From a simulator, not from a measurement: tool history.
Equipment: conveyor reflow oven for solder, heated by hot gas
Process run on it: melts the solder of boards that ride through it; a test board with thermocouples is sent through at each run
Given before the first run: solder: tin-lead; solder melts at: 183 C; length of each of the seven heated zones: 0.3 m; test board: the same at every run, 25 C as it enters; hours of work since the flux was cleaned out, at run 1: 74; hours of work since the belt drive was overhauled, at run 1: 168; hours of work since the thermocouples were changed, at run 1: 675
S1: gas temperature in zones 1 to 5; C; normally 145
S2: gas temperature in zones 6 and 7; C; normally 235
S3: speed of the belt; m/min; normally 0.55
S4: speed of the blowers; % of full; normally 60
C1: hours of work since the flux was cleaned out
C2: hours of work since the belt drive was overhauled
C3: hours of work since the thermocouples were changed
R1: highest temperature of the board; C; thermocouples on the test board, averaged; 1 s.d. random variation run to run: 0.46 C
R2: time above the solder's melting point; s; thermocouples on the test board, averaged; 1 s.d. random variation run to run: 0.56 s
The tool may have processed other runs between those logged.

Run 1, day 0: usual settings; C1 74; C2 168; C3 675. Result: R1 215.1 C, R2 49.7 s.
Run 2, day 0.45: usual settings; C1 78; C2 172; C3 680. Result: R1 214.5 C, R2 49.8 s.
Run 3, day 0.858: usual settings; C1 82; C2 176; C3 684. Result: R1 215.1 C, R2 48.2 s.
Run 4, day 1.238: usual settings; C1 86; C2 180; C3 688. Result: R1 215.6 C, R2 49.5 s.
Run 5, day 1.638: usual settings; C1 90; C2 184; C3 692. Result: R1 214.3 C, R2 49.7 s.
Run 6, day 2.092: usual settings; C1 95; C2 189; C3 696. Result: R1 214.5 C, R2 48.6 s.
Run 7, day 2.371: usual settings but S3 0.482 m/min; C1 97; C2 191; C3 699. Result: R1 219 C, R2 60.4 s.
Run 8, day 2.625: usual settings but S1 143 C, S3 0.482 m/min; C1 100; C2 194; C3 702. Result: R1 218.5 C, R2 59.3 s.
Run 9, day 2.867: usual settings but S4 55 % of full; C1 102; C2 196; C3 704. Result: R1 213.2 C, R2 48.1 s.
Run 10, day 3.412: usual settings; C1 108; C2 202; C3 710. Result: R1 214.2 C, R2 49.6 s.
Run 11, day 3.854: usual settings but S3 0.588 m/min; C1 112; C2 206; C3 714. Result: R1 211.4 C, R2 43.9 s.
Run 12, day 4.171: usual settings; C1 115; C2 209; C3 717. Result: R1 215 C, R2 49.1 s.
Run 13, day 4.688: usual settings; C1 121; C2 215; C3 722. Result: R1 214.6 C, R2 49.8 s.
Run 14, day 5.183: usual settings; C1 125; C2 220; C3 727. Result: R1 214.8 C, R2 48.8 s.
At day 5.442: flux residue cleaned out of gas plates and filters.
Run 15, day 5.896: usual settings; C1 5; C2 225; C3 732. Result: R1 214.1 C, R2 48.2 s.
Run 16, day 6.288: usual settings but S1 146 C, S2 245 C, S4 74 % of full; C1 8; C2 229; C3 736. Result: R1 226.1 C, R2 57.2 s.
Run 17, day 6.592: usual settings but S1 136 C, S2 237 C, S4 58 % of full; C1 12; C2 232; C3 739. Result: R1 213 C, R2 44.5 s.
Run 18, day 7.167: usual settings but S1 136 C, S2 237 C, S4 58 % of full; C1 17; C2 237; C3 745. Result: R1 212.4 C, R2 44.9 s.
Run 19, day 7.638: usual settings but S2 226 C; C1 22; C2 242; C3 750. Result: R1 206.3 C, R2 42.6 s.
Run 20, day 8.088: usual settings but S1 144 C, S3 0.633 m/min, S4 61 % of full; C1 27; C2 247; C3 754. Result: R1 208.4 C, R2 37.3 s.
Run 21, day 8.612: usual settings but S3 0.534 m/min; C1 32; C2 252; C3 760. Result: R1 214.5 C, R2 49.8 s.
At day 8.95: flux residue cleaned out of gas plates and filters, once more.
Run 22, day 9.092: usual settings but S3 0.629 m/min; C1 1; C2 255; C3 762. Result: R1 210.2 C, R2 39.4 s.
Run 23, day 9.658: usual settings but S3 0.629 m/min; C1 7; C2 260; C3 768. Result: R1 210.9 C, R2 40.3 s.
Run 24, day 10.233: usual settings but S2 243 C, S3 0.597 m/min, S4 69 % of full; C1 13; C2 266; C3 774. Result: R1 222.2 C, R2 50.1 s.
Run 25, day 10.692: usual settings but S1 146 C, S2 246 C, S3 0.471 m/min, S4 52 % of full; C1 17; C2 271; C3 778. Result: R1 227.6 C, R2 67.2 s.
Run 26, day 11.229: usual settings but S1 154 C, S2 238 C, S4 68 % of full; C1 23; C2 276; C3 784. Result: R1 221.8 C, R2 56.9 s.
Run 27, day 11.554: usual settings but S1 137 C, S3 0.472 m/min, S4 54 % of full; C1 26; C2 279; C3 787. Result: R1 216.2 C, R2 56.1 s.
Run 28, day 11.9: usual settings but S1 137 C, S3 0.472 m/min, S4 54 % of full; C1 30; C2 283; C3 790. Result: R1 215.6 C, R2 56.3 s.
Run 29, day 12.475: usual settings but S4 89 % of full; C1 35; C2 288; C3 796. Result: R1 221.5 C, R2 55.1 s.
Run 30, day 12.833: usual settings but S1 134 C, S4 83 % of full; C1 39; C2 292; C3 800. Result: R1 219.7 C, R2 49.8 s.

For each entry between runs, how does the tool's hidden state at the last listed run before it compare with that at the first listed run after it?
Run 14 -> run 15: flux residue cleaned out of gas plates and filters (day 5.442)
  heat that the gas passes to the board, % of a clean oven's: 95.6 -> 92.7; belt's true speed, % of the reading: 99.48 -> 99.47; true gas temperature in zones 6 and 7 over the reading, C: -2.92 -> -2.94
  measured result minus the result with no hidden state, R1: -3.2 -> -3.8 C; R2: -2 -> -2.7 s
Run 21 -> run 22: flux residue cleaned out of gas plates and filters, once more (day 8.95)
  heat that the gas passes to the board, % of a clean oven's: 91.9 -> 99.7; belt's true speed, % of the reading: 99.43 -> 99.42; true gas temperature in zones 6 and 7 over the reading, C: -3.04 -> -3.05
  measured result minus the result with no hidden state, R1: -4.1 -> -2.4 C; R2: -2.8 -> -1.5 s
